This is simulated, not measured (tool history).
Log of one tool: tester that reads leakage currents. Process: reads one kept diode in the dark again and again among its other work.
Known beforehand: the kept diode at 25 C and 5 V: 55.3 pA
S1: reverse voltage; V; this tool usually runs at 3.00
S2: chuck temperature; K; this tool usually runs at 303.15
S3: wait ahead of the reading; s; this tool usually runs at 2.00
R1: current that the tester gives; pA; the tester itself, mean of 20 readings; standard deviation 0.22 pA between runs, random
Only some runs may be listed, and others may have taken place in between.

Run 1, day 0.000: usual settings. Result: R1 77.54 pA.
Run 2, day 0.738: usual settings. Result: R1 77.75 pA.
Run 3, day 1.950: usual settings. Result: R1 77.46 pA.
Run 4, day 2.788: usual settings. Result: R1 77.37 pA.
Run 5, day 3.892: usual settings. Result: R1 77.88 pA.
Run 6, day 4.517: usual settings but S3 1.58 s. Result: R1 78.27 pA.
Run 7, day 5.688: usual settings but S3 1.58 s. Result: R1 78.25 pA.
Run 8, day 6.617: usual settings. Result: R1 78.51 pA.
Run 9, day 7.767: usual settings but S1 2.56 V, S2 324.15 K, S3 7.35 s. Result: R1 323.48 pA.
Run 10, day 8.283: usual settings but S1 2.56 V, S2 327.15 K, S3 2.39 s. Result: R1 393.76 pA.
Run 11, day 9.000: usual settings but S1 2.56 V, S2 327.15 K, S3 2.39 s. Result: R1 393.56 pA.
Run 12, day 9.525: usual settings but S1 1.93 V, S2 294.15 K, S3 0.84 s. Result: R1 34.93 pA.
Run 13, day 10.583: usual settings but S1 9.27 V, S2 294.15 K, S3 3.03 s. Result: R1 62.56 pA.
Run 14, day 11.842: usual settings but S1 13.04 V, S2 294.15 K, S3 7.38 s. Result: R1 71.57 pA.
Run 15, day 12.508: usual settings but S1 1.12 V, S2 320.15 K. Result: R1 190.97 pA.
Run 16, day 13.712: usual settings but S1 18.33 V, S2 295.15 K, S3 1.03 s. Result: R1 95.08 pA.

Here are 3 independent what-if runs from the current tool condition. What would each one return?
Run A, day 14.221: usual settings but S1 14.06 V, S2 330.15 K, S3 1.03 s. Result: R1 ?.
Run B, day 14.221: usual settings but S1 18.33 V, S2 293.15 K, S3 0.34 s. Result: R1 ?.
Run C, day 14.221: usual settings but S1 10.52 V, S2 295.15 K, S3 1.03 s. Result: R1 ?.

run      R1
  A  830.88
  B   98.14
  C   73.71
Stripped of hidden state, with their random variation kept, the same runs would have yielded:
run      R1
  A  767.02
  B   75.41
  C   58.76

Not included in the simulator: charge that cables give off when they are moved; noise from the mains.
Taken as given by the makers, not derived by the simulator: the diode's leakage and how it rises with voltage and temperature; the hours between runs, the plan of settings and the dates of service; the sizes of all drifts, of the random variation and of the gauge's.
